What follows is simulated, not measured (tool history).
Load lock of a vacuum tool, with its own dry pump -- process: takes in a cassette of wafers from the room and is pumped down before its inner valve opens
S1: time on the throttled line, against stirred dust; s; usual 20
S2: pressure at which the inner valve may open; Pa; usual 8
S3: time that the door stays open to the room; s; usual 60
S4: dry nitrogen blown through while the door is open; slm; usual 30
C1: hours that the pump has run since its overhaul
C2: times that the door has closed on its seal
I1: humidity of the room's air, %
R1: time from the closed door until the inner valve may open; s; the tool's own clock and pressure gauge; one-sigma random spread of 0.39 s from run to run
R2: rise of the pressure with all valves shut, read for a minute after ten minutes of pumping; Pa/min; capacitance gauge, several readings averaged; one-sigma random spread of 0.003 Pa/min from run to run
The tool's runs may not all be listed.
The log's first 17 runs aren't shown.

Run 18, day 133.283: usual settings but S1 14 s, S3 49 s, S4 9 slm; C1 9592; C2 8600; I1 50.0. Result: R1 42.9 s, R2 0.086 Pa/min.
Run 19, day 140.021: usual settings but S1 14 s, S2 15 Pa, S3 68 s, S4 14 slm; C1 9754; C2 8870; I1 43.1. Result: R1 40.5 s, R2 0.078 Pa/min.
Run 20, day 148.162: usual settings but S1 35 s, S2 13 Pa, S3 68 s, S4 16 slm; C1 9949; C2 9196; I1 45.5. Result: R1 55.9 s, R2 0.085 Pa/min.
Run 21, day 155.754: usual settings but S1 16 s, S2 9 Pa, S4 29 slm; C1 10131; C2 9501; I1 47.1. Result: R1 44.1 s, R2 0.075 Pa/min.
Run 22, day 166.312: usual settings but S1 14 s, S3 84 s, S4 35 slm; C1 10385; C2 9924; I1 46.6. Result: R1 43.8 s, R2 0.077 Pa/min.
Run 23, day 172.558: usual settings but S1 14 s, S2 15 Pa, S3 84 s, S4 23 slm; C1 10535; C2 10174; I1 45.5. Result: R1 41.4 s, R2 0.089 Pa/min.
At day 180.812: dry pump taken out, an overhauled one fitted.
Run 24, day 180.821: usual settings but S1 12 s, S4 8 slm; C1 0; C2 10495; I1 45.0. Result: R1 36.4 s, R2 0.098 Pa/min.
Run 25, day 190.992: usual settings but S1 12 s, S4 8 slm; C1 244; C2 10903; I1 44.9. Result: R1 36.3 s, R2 0.095 Pa/min.
Run 26, day 198.600: usual settings but S1 18 s, S2 14 Pa, S3 45 s; C1 427; C2 11208; I1 48.7. Result: R1 39.1 s, R2 0.079 Pa/min.
Run 27, day 208.679: usual settings but S1 18 s, S2 14 Pa, S3 45 s; C1 669; C2 11612; I1 44.3. Result: R1 39.4 s, R2 0.083 Pa/min.
Run 28, day 213.454: usual settings but S3 115 s; C1 783; C2 11803; I1 45.5. Result: R1 43.1 s, R2 0.096 Pa/min.
Run 29, day 222.821: usual settings but S1 10 s, S3 31 s; C1 1008; C2 12179; I1 47.7. Result: R1 35.5 s, R2 0.085 Pa/min.
Run 30, day 234.338: usual settings but S1 10 s, S2 10 Pa, S3 31 s, S4 26 slm; C1 1285; C2 12640; I1 44.8. Result: R1 35.1 s, R2 0.085 Pa/min.
Run 31, day 243.912: usual settings but S4 39 slm; C1 1514; C2 13024; I1 48.5. Result: R1 43.1 s, R2 0.090 Pa/min.
Run 32, day 250.471: usual settings but S4 39 slm; C1 1672; C2 13287; I1 45.6. Result: R1 43.2 s, R2 0.089 Pa/min.
Run 33, day 258.412: usual settings but S4 39 slm; C1 1862; C2 13605; I1 42.4. Result: R1 43.1 s, R2 0.094 Pa/min.

Here are 3 independent what-if runs from the current tool condition. What would each one return?
Run A, day 263.517: usual settings but S1 29 s, S4 5 slm; C1 1985; C2 13810; I1 43.5. Result: R1 ?, R2 ?.
Run B, day 263.517: usual settings but S2 9 Pa, S4 26 slm; C1 1985; C2 13810; I1 46.4. Result: R1 ?, R2 ?.
Run C, day 263.517: usual settings but S3 87 s; C1 1985; C2 13810; I1 47.4. Result: R1 ?, R2 ?.

run    R1     R2
  A  49.8  0.122
  B  42.3  0.098
  C  43.3  0.106
The same runs, with their run-to-run variation unchanged, on a tool lacking any hidden condition would have given:
run    R1     R2
  A  48.9  0.056
  B  41.3  0.032
  C  42.2  0.040

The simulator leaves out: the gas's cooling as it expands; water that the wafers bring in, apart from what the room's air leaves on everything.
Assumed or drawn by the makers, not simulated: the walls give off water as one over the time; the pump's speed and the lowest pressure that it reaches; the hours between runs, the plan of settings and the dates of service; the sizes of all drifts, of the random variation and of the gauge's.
